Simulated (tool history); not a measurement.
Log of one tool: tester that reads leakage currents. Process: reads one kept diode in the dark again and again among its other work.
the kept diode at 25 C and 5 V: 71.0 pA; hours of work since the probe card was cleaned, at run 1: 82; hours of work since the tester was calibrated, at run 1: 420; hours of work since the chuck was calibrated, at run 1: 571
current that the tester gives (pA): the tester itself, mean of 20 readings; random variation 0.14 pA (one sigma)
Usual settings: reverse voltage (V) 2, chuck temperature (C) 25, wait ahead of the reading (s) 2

| run | hour | reverse voltage (V) | chuck temperature (C) | wait ahead of the reading (s) | hours of work since the probe card was cleaned | hours of work since the tester was calibrated | hours of work since the chuck was calibrated | current that the tester gives (pA) |
|---|---|---|---|---|---|---|---|---|
| 1 | 0 | 2 | 25 | 2 | 82 | 420 | 571 | 44.3 |
| 2 | 54 | 2 | 25 | 2 | 104 | 442 | 592 | 44.37 |
| 3 | 104.7 | 2 | 25 | 2 | 124 | 462 | 613 | 44.45 |
| 4 | 143.5 | 2 | 25 | 2 | 140 | 478 | 628 | 44.34 |
| 5 | 196.5 | 2 | 25 | 2 | 161 | 499 | 650 | 44.48 |
| 6 | 220.9 | 2 | 25 | 2 | 171 | 509 | 660 | 44.71 |
| 7 | 244.4 | 2 | 25 | 2 | 181 | 518 | 669 | 44.65 |
| 8 | 276.7 | 2 | 25 | 2 | 194 | 531 | 682 | 44.52 |
| 9 | 323 | 2 | 25 | 2 | 212 | 550 | 701 | 44.81 |
| 10 | 372.7 | 4.07 | 25 | 2 | 232 | 570 | 721 | 66.38 |
| 11 | 418.1 | 2 | 25 | 2 | 251 | 588 | 739 | 44.81 |
| 12 | 458.1 | 2 | 25 | 2 | 267 | 605 | 755 | 44.83 |
| 13 | 504.3 | 2 | 25 | 2 | 285 | 623 | 774 | 45.13 |
| 14 | 530.5 | 2 | 25 | 2 | 296 | 634 | 784 | 44.8 |
|  | 536.4 | chuck's temperature calibrated |
| 15 | 565.4 | 2 | 25 | 2 | 309 | 647 | 12 | 45.93 |
| 16 | 606.1 | 2 | 25 | 2.35 | 326 | 663 | 28 | 46.37 |
| 17 | 652.8 | 2 | 25 | 2.35 | 345 | 682 | 47 | 46.13 |
|  | 689 | chuck's temperature calibrated, once more |
| 18 | 689 | 2 | 25 | 2.37 | 358 | 696 | 0 | 43.4 |
| 19 | 743.3 | 2 | 57 | 2 | 380 | 718 | 22 | 442.27 |
| 20 | 791.1 | 2 | 57 | 2 | 399 | 737 | 41 | 443.8 |
| 21 | 838.6 | 2 | 25 | 8.85 | 419 | 756 | 60 | 43.52 |
| 22 | 872.3 | 1.63 | 53 | 2 | 432 | 770 | 74 | 304.47 |
| 23 | 916.4 | 1.63 | 53 | 2 | 450 | 788 | 92 | 304.89 |
| 24 | 966.4 | 1.63 | 53 | 2 | 470 | 808 | 112 | 303.21 |
| 25 | 1003 | 1.93 | 37 | 6.92 | 485 | 823 | 127 | 108.22 |
| 26 | 1037.3 | 2.73 | 37 | 4.74 | 499 | 836 | 140 | 130.32 |
| 27 | 1060 | 14.53 | 39 | 0.78 | 508 | 846 | 150 | 382.84 |
| 28 | 1091.1 | 1.66 | 39 | 0.78 | 520 | 858 | 162 | 115.19 |
| 29 | 1118.9 | 1.58 | 21 | 2.41 | 532 | 869 | 173 | 27.79 |
| 30 | 1148.3 | 1.58 | 21 | 2.41 | 543 | 881 | 185 | 28.06 |

Forecast run 31:
| 31 | 1172.2 | 1.58 | 21 | 2.41 | 553 | 891 | 195 | ? |

current that the tester gives (pA): 27.74
Without the tool's hidden state the same run would have given current that the tester gives (pA) 27.16.
